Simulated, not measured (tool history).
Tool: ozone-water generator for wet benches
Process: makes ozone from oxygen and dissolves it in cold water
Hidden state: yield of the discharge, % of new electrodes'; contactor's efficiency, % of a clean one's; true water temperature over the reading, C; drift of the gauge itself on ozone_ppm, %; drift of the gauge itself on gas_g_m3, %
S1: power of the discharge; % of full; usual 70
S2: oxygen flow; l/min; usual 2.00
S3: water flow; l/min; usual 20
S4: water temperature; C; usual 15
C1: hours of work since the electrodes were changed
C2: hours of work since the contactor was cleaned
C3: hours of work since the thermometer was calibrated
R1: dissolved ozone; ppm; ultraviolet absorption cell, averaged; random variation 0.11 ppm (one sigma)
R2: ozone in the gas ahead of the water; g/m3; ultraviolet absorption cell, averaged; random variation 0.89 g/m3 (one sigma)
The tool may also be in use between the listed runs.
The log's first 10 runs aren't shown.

Run 11, day 22.100: usual settings but S4 13 C; C1 1201; C2 4838; C3 4633. Result: R1 7.0 ppm, R2 146.9 g/m3.
Run 12, day 24.171: usual settings but S4 13 C; C1 1232; C2 4869; C3 4663. Result: R1 6.8 ppm, R2 147.1 g/m3.
At day 24.804: water thermometer calibrated.
Run 13, day 25.996: usual settings but S2 2.34 l/min; C1 1258; C2 4895; C3 17. Result: R1 6.9 ppm, R2 133.1 g/m3.
Run 14, day 27.492: usual settings but S1 92 % of full, S2 2.34 l/min; C1 1280; C2 4917; C3 39. Result: R1 8.7 ppm, R2 168.0 g/m3.
Run 15, day 30.654: usual settings but S1 92 % of full, S2 2.34 l/min; C1 1326; C2 4963; C3 86. Result: R1 8.9 ppm, R2 167.8 g/m3.
Run 16, day 33.192: usual settings but S1 92 % of full, S2 2.34 l/min, S4 12 C; C1 1363; C2 5000; C3 123. Result: R1 8.8 ppm, R2 165.2 g/m3.
Run 17, day 36.142: usual settings but S1 92 % of full, S2 2.34 l/min, S4 12 C; C1 1406; C2 5044; C3 166. Result: R1 8.9 ppm, R2 166.8 g/m3.
Run 18, day 38.004: usual settings but S2 1.53 l/min, S3 21 l/min; C1 1434; C2 5071; C3 193. Result: R1 6.0 ppm, R2 174.6 g/m3.
Run 19, day 39.654: usual settings but S2 1.53 l/min, S3 21 l/min; C1 1458; C2 5095; C3 217. Result: R1 6.2 ppm, R2 174.5 g/m3.
Run 20, day 41.446: usual settings but S2 1.53 l/min, S3 21 l/min; C1 1484; C2 5121; C3 243. Result: R1 6.0 ppm, R2 174.4 g/m3.

The next listed run, before its measurement:
Run 21, day 43.496: usual settings but S1 45 % of full, S2 1.53 l/min, S3 15 l/min, S4 8 C; C1 1514; C2 5151; C3 273. Result: R1 ?, R2 ?.

Run 21 gave R1 6.9 ppm, R2 122.4 g/m3.
Without the tool's hidden state the same run would have given R1 6.9 ppm, R2 122.4 g/m3.
